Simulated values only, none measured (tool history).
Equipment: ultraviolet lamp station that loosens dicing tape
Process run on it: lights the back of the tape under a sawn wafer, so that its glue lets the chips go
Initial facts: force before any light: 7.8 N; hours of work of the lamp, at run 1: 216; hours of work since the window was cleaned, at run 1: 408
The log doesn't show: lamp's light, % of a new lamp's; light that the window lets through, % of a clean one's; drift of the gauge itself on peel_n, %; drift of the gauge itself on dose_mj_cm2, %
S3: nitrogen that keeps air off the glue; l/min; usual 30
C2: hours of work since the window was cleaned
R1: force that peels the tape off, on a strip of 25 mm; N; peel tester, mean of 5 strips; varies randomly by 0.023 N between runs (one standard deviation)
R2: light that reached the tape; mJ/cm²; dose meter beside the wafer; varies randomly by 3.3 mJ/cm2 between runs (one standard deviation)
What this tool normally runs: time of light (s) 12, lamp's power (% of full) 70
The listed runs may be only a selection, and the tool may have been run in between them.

run 1 hour=0 | time_of_light_(s)=12 lamp's_power_(%_of_full)=70 S3=30 | hours_of_work_of_the_lamp=216 C2=408 | R1=1.586 R2=413
-- hour=12.3 window cleaned of glue's vapour
run 2 hour=15.2 | time_of_light_(s)=12 lamp's_power_(%_of_full)=70 S3=30 | hours_of_work_of_the_lamp=222 C2=1 | R1=1.696 R2=400
run 3 hour=29.1 | time_of_light_(s)=12 lamp's_power_(%_of_full)=70 S3=30 | hours_of_work_of_the_lamp=228 C2=7 | R1=1.688 R2=398
run 4 hour=43 | time_of_light_(s)=12 lamp's_power_(%_of_full)=70 S3=30 | hours_of_work_of_the_lamp=234 C2=13 | R1=1.784 R2=403
run 5 hour=50.2 | time_of_light_(s)=12 lamp's_power_(%_of_full)=82 S3=30 | hours_of_work_of_the_lamp=237 C2=16 | R1=1.394 R2=467
run 6 hour=61.6 | time_of_light_(s)=12 lamp's_power_(%_of_full)=82 S3=30 | hours_of_work_of_the_lamp=241 C2=21 | R1=1.319 R2=464
run 7 hour=75.4 | time_of_light_(s)=12 lamp's_power_(%_of_full)=70 S3=59 | hours_of_work_of_the_lamp=247 C2=27 | R1=1.262 R2=397
-- hour=81.2 window cleaned of glue's vapour, once more
run 8 hour=89.7 | time_of_light_(s)=12 lamp's_power_(%_of_full)=70 S3=59 | hours_of_work_of_the_lamp=253 C2=4 | R1=0.908 R2=477
run 9 hour=103.8 | time_of_light_(s)=12 lamp's_power_(%_of_full)=70 S3=59 | hours_of_work_of_the_lamp=259 C2=10 | R1=0.886 R2=472
run 10 hour=111 | time_of_light_(s)=12 lamp's_power_(%_of_full)=70 S3=59 | hours_of_work_of_the_lamp=262 C2=13 | R1=0.909 R2=483
run 11 hour=118.6 | time_of_light_(s)=12 lamp's_power_(%_of_full)=70 S3=30 | hours_of_work_of_the_lamp=265 C2=16 | R1=1.294 R2=474
run 12 hour=132.5 | time_of_light_(s)=12 lamp's_power_(%_of_full)=70 S3=50 | hours_of_work_of_the_lamp=271 C2=22 | R1=0.977 R2=474
run 13 hour=142.8 | time_of_light_(s)=12 lamp's_power_(%_of_full)=70 S3=50 | hours_of_work_of_the_lamp=275 C2=26 | R1=0.979 R2=471
run 14 hour=153 | time_of_light_(s)=12 lamp's_power_(%_of_full)=70 S3=30 | hours_of_work_of_the_lamp=280 C2=30 | R1=1.307 R2=467
run 15 hour=161 | time_of_light_(s)=12 lamp's_power_(%_of_full)=70 S3=30 | hours_of_work_of_the_lamp=283 C2=34 | R1=1.317 R2=471
run 16 hour=168.4 | time_of_light_(s)=12 lamp's_power_(%_of_full)=70 S3=30 | hours_of_work_of_the_lamp=286 C2=37 | R1=1.35 R2=471
run 17 hour=177.2 | time_of_light_(s)=12 lamp's_power_(%_of_full)=70 S3=30 | hours_of_work_of_the_lamp=290 C2=40 | R1=1.334 R2=468
run 18 hour=189.5 | time_of_light_(s)=19 lamp's_power_(%_of_full)=70 S3=30 | hours_of_work_of_the_lamp=295 C2=46 | R1=0.528 R2=736
run 19 hour=205.1 | time_of_light_(s)=19 lamp's_power_(%_of_full)=70 S3=30 | hours_of_work_of_the_lamp=301 C2=52 | R1=0.531 R2=735
run 20 hour=217.4 | time_of_light_(s)=19 lamp's_power_(%_of_full)=70 S3=30 | hours_of_work_of_the_lamp=307 C2=57 | R1=0.517 R2=740
run 21 hour=223.8 | time_of_light_(s)=12 lamp's_power_(%_of_full)=70 S3=30 | hours_of_work_of_the_lamp=309 C2=60 | R1=1.34 R2=465
run 22 hour=236.8 | time_of_light_(s)=12 lamp's_power_(%_of_full)=70 S3=30 | hours_of_work_of_the_lamp=315 C2=65 | R1=1.334 R2=456
run 23 hour=250.1 | time_of_light_(s)=18 lamp's_power_(%_of_full)=75 S3=33 | hours_of_work_of_the_lamp=320 C2=71 | R1=0.474 R2=738
run 24 hour=264.1 | time_of_light_(s)=15 lamp's_power_(%_of_full)=64 S3=28 | hours_of_work_of_the_lamp=326 C2=77 | R1=1.095 R2=526
run 25 hour=278.2 | time_of_light_(s)=15 lamp's_power_(%_of_full)=64 S3=28 | hours_of_work_of_the_lamp=332 C2=83 | R1=1.11 R2=524
run 26 hour=285.9 | time_of_light_(s)=15 lamp's_power_(%_of_full)=88 S3=28 | hours_of_work_of_the_lamp=335 C2=86 | R1=0.602 R2=712
run 27 hour=294.9 | time_of_light_(s)=18 lamp's_power_(%_of_full)=61 S3=27 | hours_of_work_of_the_lamp=339 C2=90 | R1=0.904 R2=591
run 28 hour=304.8 | time_of_light_(s)=7 lamp's_power_(%_of_full)=62 S3=27 | hours_of_work_of_the_lamp=343 C2=94 | R1=3.221 R2=234
run 29 hour=315.2 | time_of_light_(s)=7 lamp's_power_(%_of_full)=61 S3=27 | hours_of_work_of_the_lamp=348 C2=98 | R1=3.222 R2=230
run 30 hour=326.1 | time_of_light_(s)=21 lamp's_power_(%_of_full)=62 S3=31 | hours_of_work_of_the_lamp=352 C2=103 | R1=0.569 R2=696
run 31 hour=334.6 | time_of_light_(s)=23 lamp's_power_(%_of_full)=66 S3=30 | hours_of_work_of_the_lamp=356 C2=107 | R1=0.41 R2=810
run 32 hour=348.7 | time_of_light_(s)=12 lamp's_power_(%_of_full)=64 S3=20 | hours_of_work_of_the_lamp=362 C2=113 | R1=1.981 R2=405
run 33 hour=356 | time_of_light_(s)=12 lamp's_power_(%_of_full)=77 S3=20 | hours_of_work_of_the_lamp=365 C2=116 | R1=1.5 R2=494
run 34 hour=368.4 | time_of_light_(s)=12 lamp's_power_(%_of_full)=77 S3=20 | hours_of_work_of_the_lamp=370 C2=121 | R1=1.585 R2=492
run 35 hour=379.9 | time_of_light_(s)=7 lamp's_power_(%_of_full)=77 S3=12 | hours_of_work_of_the_lamp=375 C2=126 | R1=3.618 R2=284
run 36 hour=393.8 | time_of_light_(s)=7 lamp's_power_(%_of_full)=77 S3=12 | hours_of_work_of_the_lamp=381 C2=132 | R1=3.578 R2=284
run 37 hour=408.5 | time_of_light_(s)=19 lamp's_power_(%_of_full)=69 S3=11 | hours_of_work_of_the_lamp=387 C2=138 | R1=1.227 R2=686
run 38 hour=416.9 | time_of_light_(s)=19 lamp's_power_(%_of_full)=69 S3=11 | hours_of_work_of_the_lamp=391 C2=141 | R1=1.28 R2=685
run 39 hour=427.7 | time_of_light_(s)=19 lamp's_power_(%_of_full)=69 S3=11 | hours_of_work_of_the_lamp=395 C2=146 | R1=1.316 R2=679
run 40 hour=436 | time_of_light_(s)=23 lamp's_power_(%_of_full)=70 S3=30 | hours_of_work_of_the_lamp=399 C2=149 | R1=0.364 R2=837
run 41 hour=446.3 | time_of_light_(s)=23 lamp's_power_(%_of_full)=70 S3=30 | hours_of_work_of_the_lamp=403 C2=154 | R1=0.375 R2=838
run 42 hour=456.8 | time_of_light_(s)=23 lamp's_power_(%_of_full)=70 S3=30 | hours_of_work_of_the_lamp=407 C2=158 | R1=0.369 R2=829
run 43 hour=469.5 | time_of_light_(s)=23 lamp's_power_(%_of_full)=70 S3=30 | hours_of_work_of_the_lamp=413 C2=163 | R1=0.391 R2=818
run 44 hour=479.3 | time_of_light_(s)=23 lamp's_power_(%_of_full)=70 S3=30 | hours_of_work_of_the_lamp=417 C2=168 | R1=0.379 R2=829

Here are 3 independent what-if runs from the current tool condition. What would each one return?
run A hour=492.6 | time_of_light_(s)=20 lamp's_power_(%_of_full)=70 S3=29 | hours_of_work_of_the_lamp=422 C2=173 | R1=? R2=?
run B hour=492.6 | time_of_light_(s)=12 lamp's_power_(%_of_full)=65 S3=30 | hours_of_work_of_the_lamp=422 C2=173 | R1=? R2=?
run C hour=492.6 | time_of_light_(s)=17 lamp's_power_(%_of_full)=70 S3=30 | hours_of_work_of_the_lamp=422 C2=173 | R1=? R2=?

run=A R1=0.554 R2=712
run=B R1=1.676 R2=397
run=C R1=0.802 R2=611
The same runs, with their run-to-run variation unchanged, on a tool lacking any hidden condition would have given:
run=A R1=0.352 R2=855
run=B R1=1.251 R2=477
run=C R1=0.527 R2=733
